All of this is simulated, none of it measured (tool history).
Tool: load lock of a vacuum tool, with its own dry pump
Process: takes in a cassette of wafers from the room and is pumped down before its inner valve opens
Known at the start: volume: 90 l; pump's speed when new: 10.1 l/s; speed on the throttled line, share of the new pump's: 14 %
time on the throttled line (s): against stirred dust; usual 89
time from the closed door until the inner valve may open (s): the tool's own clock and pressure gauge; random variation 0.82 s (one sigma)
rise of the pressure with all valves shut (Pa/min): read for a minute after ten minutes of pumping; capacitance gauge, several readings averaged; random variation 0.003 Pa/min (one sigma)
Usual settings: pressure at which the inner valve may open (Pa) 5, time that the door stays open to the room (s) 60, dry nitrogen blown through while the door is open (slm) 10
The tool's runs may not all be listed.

run	hour	time on the throttled line (s)	pressure at which the inner valve may open (Pa)	time that the door stays open to the room (s)	dry nitrogen blown through while the door is open (slm)	incoming humidity of the room's air, %	time from the closed door until the inner valve may open (s)	rise of the pressure with all valves shut (Pa/min)
1	0	89	5	60	10	45.7	167.7	0.442
2	114.1	89	5	60	10	46.8	167.3	0.457
3	262.4	89	5	60	10	43.5	167.7	0.455
4	440.6	89	5	60	10	42.7	166.7	0.487
5	559.7	140	5	60	10	48.3	211.8	0.476
6	754.7	140	5	60	10	47	210.5	0.494
7	884.2	140	5	60	36	45	214.1	0.499
8	1024	140	5	60	36	45.9	212.5	0.509
9	1204.6	116	5	60	36	45.4	191.9	0.523
10	1360.9	116	5	60	36	47.1	192.1	0.534
11	1496.6	162	5	60	10	44	228.7	0.55
12	1655.5	162	5	60	4	49.5	232.2	0.56
13	1842.9	162	5	60	4	44.6	230.5	0.58
14	1989.6	162	5	60	4	42.7	230.8	0.592
15	2095.6	89	5	60	10	46.4	168	0.587
# hour 2268.4: door's seal changed, seat wiped
16	2275.3	89	5	60	10	44	170.8	0.021
17	2423.9	89	5	60	10	48.3	170.7	0.026
18	2566.1	89	8	60	10	43.4	166.5	0.025
19	2689.1	89	8	60	10	44.5	166	0.02
20	2822.8	75	5	59	36	45.2	156.6	0.024

The next listed run, before its measurement:
21	2966.6	141	4	206	5	45.8	?	?

{"run 21": {"time from the closed door until the inner valve may open (s)": 214.9, "rise of the pressure with all valves shut (Pa/min)": 0.045}}
Without the tool's hidden state the same run would have given time from the closed door until the inner valve may open (s) 211.8, rise of the pressure with all valves shut (Pa/min) 0.033.
